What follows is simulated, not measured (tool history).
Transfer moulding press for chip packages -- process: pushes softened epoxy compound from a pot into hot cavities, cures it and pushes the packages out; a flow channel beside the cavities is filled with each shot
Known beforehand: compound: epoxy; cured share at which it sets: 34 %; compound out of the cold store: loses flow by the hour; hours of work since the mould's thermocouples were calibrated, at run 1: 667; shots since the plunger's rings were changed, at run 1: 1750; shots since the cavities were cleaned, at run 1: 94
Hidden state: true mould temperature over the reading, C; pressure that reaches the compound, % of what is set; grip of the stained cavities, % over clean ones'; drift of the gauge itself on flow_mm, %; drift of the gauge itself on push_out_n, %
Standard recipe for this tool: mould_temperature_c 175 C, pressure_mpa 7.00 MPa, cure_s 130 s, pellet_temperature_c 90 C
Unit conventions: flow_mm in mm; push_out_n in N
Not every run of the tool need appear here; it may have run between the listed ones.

run	hour	mould_temperature_c	pressure_mpa	cure_s	pellet_temperature_c	hours of work since the mould's thermocouples were calibrated	shots since the plunger's rings were changed	shots since the cavities were cleaned	incoming compound's hours out of the cold store	flow_mm	push_out_n
1	0.0	175	7.00	130	90	667	1750	94	31.0	886	424
2	27.2	175	7.00	130	90	686	2017	361	42.3	830	430
# hour 63.2: cavities cleaned with cleaning compound and waxed
3	83.5	175	7.00	154	90	725	2554	199	41.1	838	359
4	114.5	175	7.00	156	90	747	2858	503	14.7	954	359
# hour 133.4: cavities cleaned with cleaning compound and waxed
5	162.7	171	7.00	156	90	780	3315	287	34.7	888	406
6	199.6	171	7.00	156	90	806	3676	648	43.7	839	398
# hour 205.5: cavities cleaned with cleaning compound and waxed
7	242.2	167	5.77	130	90	835	4079	359	17.7	884	800
# hour 247.3: mould's thermocouples calibrated
# hour 279.6: cavities cleaned with cleaning compound and waxed
8	284.1	183	7.00	124	86	25	4456	45	15.3	931	353
9	313.8	180	7.00	124	83	46	4746	335	23.3	901	382
10	338.0	175	7.00	130	96	63	4984	573	36.8	860	426

Consider 3 possible next runs. They are alternatives, not a sequence: every one starts from the tool as it was left by run 10. What does each give?
# hour 352.3: cavities cleaned with cleaning compound and waxed
A	389.1	168	6.06	130	90	99	5470	361	16.8	?	?
# hour 352.3: cavities cleaned with cleaning compound and waxed
B	389.1	175	7.29	130	96	99	5470	361	38.0	?	?
# hour 352.3: cavities cleaned with cleaning compound and waxed
C	389.1	175	7.00	131	96	99	5470	361	32.4	?	?

run	flow_mm	push_out_n
A	909	761
B	871	418
C	884	424
What these runs would have given with no unlogged condition in the tool:
run	flow_mm	push_out_n
A	910	753
B	872	414
C	885	420
